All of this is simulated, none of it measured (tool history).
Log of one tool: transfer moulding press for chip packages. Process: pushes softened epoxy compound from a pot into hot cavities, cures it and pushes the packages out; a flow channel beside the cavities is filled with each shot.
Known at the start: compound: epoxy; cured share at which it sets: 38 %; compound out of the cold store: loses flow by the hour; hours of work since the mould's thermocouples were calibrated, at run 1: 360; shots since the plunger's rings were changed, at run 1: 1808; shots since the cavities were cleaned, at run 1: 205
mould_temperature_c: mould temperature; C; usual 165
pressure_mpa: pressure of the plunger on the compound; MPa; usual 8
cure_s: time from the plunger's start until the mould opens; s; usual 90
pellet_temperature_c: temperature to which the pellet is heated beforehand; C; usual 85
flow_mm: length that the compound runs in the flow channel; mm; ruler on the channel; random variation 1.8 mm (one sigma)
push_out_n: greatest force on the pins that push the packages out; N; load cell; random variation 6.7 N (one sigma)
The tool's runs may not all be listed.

run	hour	mould_temperature_c	pressure_mpa	cure_s	pellet_temperature_c	hours of work since the mould's thermocouples were calibrated	shots since the plunger's rings were changed	shots since the cavities were cleaned	incoming compound's hours out of the cold store	flow_mm	push_out_n
1	0	165	8	90	85	360	1808	205	37.1	768	341
2	18.9	165	8	90	85	368	1954	351	34.9	770	386
# hour 28.1: cavities cleaned with cleaning compound and waxed
3	39.9	165	8	90	85	376	2105	91	42.1	760	465
4	60.1	165	8	92	85	385	2260	246	45.9	748	458
# hour 82.2: cavities cleaned with cleaning compound and waxed
5	82.5	165	8	92	85	394	2422	3	41.9	752	263
# hour 95.9: mould's thermocouples calibrated
6	103.4	165	8	92	85	3	2567	148	41.4	756	325
7	113.6	165	8	90	93	8	2646	227	8.1	821	358
# hour 137.6: cavities cleaned with cleaning compound and waxed
8	137.6	165	6.72	90	85	17	2820	0	34.2	702	288
# hour 157.1: cavities cleaned with cleaning compound and waxed, once more
9	158.7	157	8	90	85	25	2971	12	45	774	492
10	175.8	160	8	90	85	33	3103	144	23.4	803	510
11	198.2	160	8	90	85	42	3276	317	27.1	796	579
# hour 210.9: cavities cleaned with cleaning compound and waxed
12	220.4	172	8	90	85	51	3435	73	38.9	728	217
13	231.5	172	8	90	85	56	3521	159	20.2	762	241
14	246.1	172	8	90	85	62	3634	272	44.1	719	262
15	259.2	163	9.08	90	95	68	3735	373	14.6	851	456
# hour 265.4: cavities cleaned with cleaning compound and waxed
16	280.4	158	8.46	95	90	76	3887	115	16	839	501
# hour 286.2: plunger's sealing rings changed
17	305.6	160	8.61	115	94	86	149	290	41.1	824	311
# hour 322.4: cavities cleaned with cleaning compound and waxed
18	323.6	167	6.56	115	82	93	277	10	36.7	704	188
19	340.5	165	8	80	85	100	407	140	24.5	806	449
20	360	169	6.13	117	87	108	557	290	11.8	710	241
21	372.2	169	6.13	117	87	114	652	385	12.4	710	255
# hour 375.9: cavities cleaned with cleaning compound and waxed
22	395.5	169	6.13	117	93	123	820	151	28.1	676	211
23	410.5	169	6.13	84	93	129	935	266	47.9	649	303
24	424	165	8.67	82	88	135	1040	371	42	796	463
# hour 430.3: cavities cleaned with cleaning compound and waxed
25	444.6	165	8.33	82	88	143	1187	110	36.9	787	395
26	464.3	165	8.33	82	88	152	1339	262	33.4	796	436
# hour 484.4: cavities cleaned with cleaning compound and waxed
27	486.5	172	6.93	125	89	160	1499	17	32.5	701	171
28	503.6	165	6.44	126	92	168	1631	149	31.1	698	216

Hidden state at the last listed run before each entry between runs and at the first one after, where it differs:
Between runs 2 and 3: cavities cleaned with cleaning compound and waxed (hour 28.1)
  true mould temperature over the reading, C: 0.15 -> 0.16; pressure that reaches the compound, % of what is set: 95.66 -> 95.35; grip of the stained cavities, % over clean ones': 37.7 -> 70.3
  measured less the result without the state, flow_mm: -18 -> -19 mm; push_out_n: +102 -> +188 N
Between runs 4 and 5: cavities cleaned with cleaning compound and waxed (hour 82.2)
  true mould temperature over the reading, C: 0.17 -> 0.19; pressure that reaches the compound, % of what is set: 95.04 -> 94.7; grip of the stained cavities, % over clean ones': 75.1 -> 1.6
  measured less the result without the state, flow_mm: -20 -> -21 mm; push_out_n: +194 -> +1 N
Between runs 5 and 6: mould's thermocouples calibrated (hour 95.9)
  true mould temperature over the reading, C: 0.19 -> -0.09; pressure that reaches the compound, % of what is set: 94.7 -> 94.36; grip of the stained cavities, % over clean ones': 1.6 -> 19.4
  measured less the result without the state, flow_mm: -21 -> -22 mm; push_out_n: +1 -> +55 N
Between runs 7 and 8: cavities cleaned with cleaning compound and waxed (hour 137.6)
  true mould temperature over the reading, C: -0.08 -> -0.07; pressure that reaches the compound, % of what is set: 94.18 -> 93.79; grip of the stained cavities, % over clean ones': 27.3 -> 2.1
  measured less the result without the state, flow_mm: -25 -> -23 mm; push_out_n: +81 -> +7 N
Between runs 8 and 9: cavities cleaned with cleaning compound and waxed, once more (hour 157.1)
  true mould temperature over the reading, C: -0.07 -> -0.05; pressure that reaches the compound, % of what is set: 93.79 -> 93.43; grip of the stained cavities, % over clean ones': 2.1 -> 2.4
  measured less the result without the state, flow_mm: -23 -> -27 mm; push_out_n: +7 -> +14 N
Between runs 11 and 12: cavities cleaned with cleaning compound and waxed (hour 210.9)
  true mould temperature over the reading, C: -0.02 -> -0.01; pressure that reaches the compound, % of what is set: 92.78 -> 92.43; grip of the stained cavities, % over clean ones': 34.4 -> 9.9
  measured less the result without the state, flow_mm: -31 -> -29 mm; push_out_n: +149 -> +20 N
Between runs 15 and 16: cavities cleaned with cleaning compound and waxed (hour 265.4)
  true mould temperature over the reading, C: 0.02 -> 0.03; pressure that reaches the compound, % of what is set: 91.73 -> 91.4; grip of the stained cavities, % over clean ones': 39.1 -> 15
  measured less the result without the state, flow_mm: -37 -> -39 mm; push_out_n: +129 -> +65 N
Between runs 16 and 17: plunger's sealing rings changed (hour 286.2)
  true mould temperature over the reading, C: 0.03 -> 0.05; pressure that reaches the compound, % of what is set: 91.4 -> 99.54; grip of the stained cavities, % over clean ones': 15 -> 32.4
  measured less the result without the state, flow_mm: -39 -> -3 mm; push_out_n: +65 -> +75 N
Between runs 17 and 18: cavities cleaned with cleaning compound and waxed (hour 322.4)
  true mould temperature over the reading, C: 0.05 -> 0.06; pressure that reaches the compound, % of what is set: 99.54 -> 99.25; grip of the stained cavities, % over clean ones': 32.4 -> 3.5
  measured less the result without the state, flow_mm: -3 -> -3 mm; push_out_n: +75 -> +6 N
Between runs 21 and 22: cavities cleaned with cleaning compound and waxed (hour 375.9)
  true mould temperature over the reading, C: 0.09 -> 0.1; pressure that reaches the compound, % of what is set: 98.48 -> 98.11; grip of the stained cavities, % over clean ones': 40 -> 17.4
  measured less the result without the state, flow_mm: -6 -> -7 mm; push_out_n: +73 -> +31 N
Between runs 24 and 25: cavities cleaned with cleaning compound and waxed (hour 430.3)
  true mould temperature over the reading, C: 0.12 -> 0.14; pressure that reaches the compound, % of what is set: 97.62 -> 97.29; grip of the stained cavities, % over clean ones': 38 -> 13.8
  measured less the result without the state, flow_mm: -10 -> -12 mm; push_out_n: +124 -> +44 N
Between runs 26 and 27: cavities cleaned with cleaning compound and waxed (hour 484.4)
  true mould temperature over the reading, C: 0.15 -> 0.16; pressure that reaches the compound, % of what is set: 96.96 -> 96.6; grip of the stained cavities, % over clean ones': 29.3 -> 3.5
  measured less the result without the state, flow_mm: -13 -> -13 mm; push_out_n: +96 -> +6 N
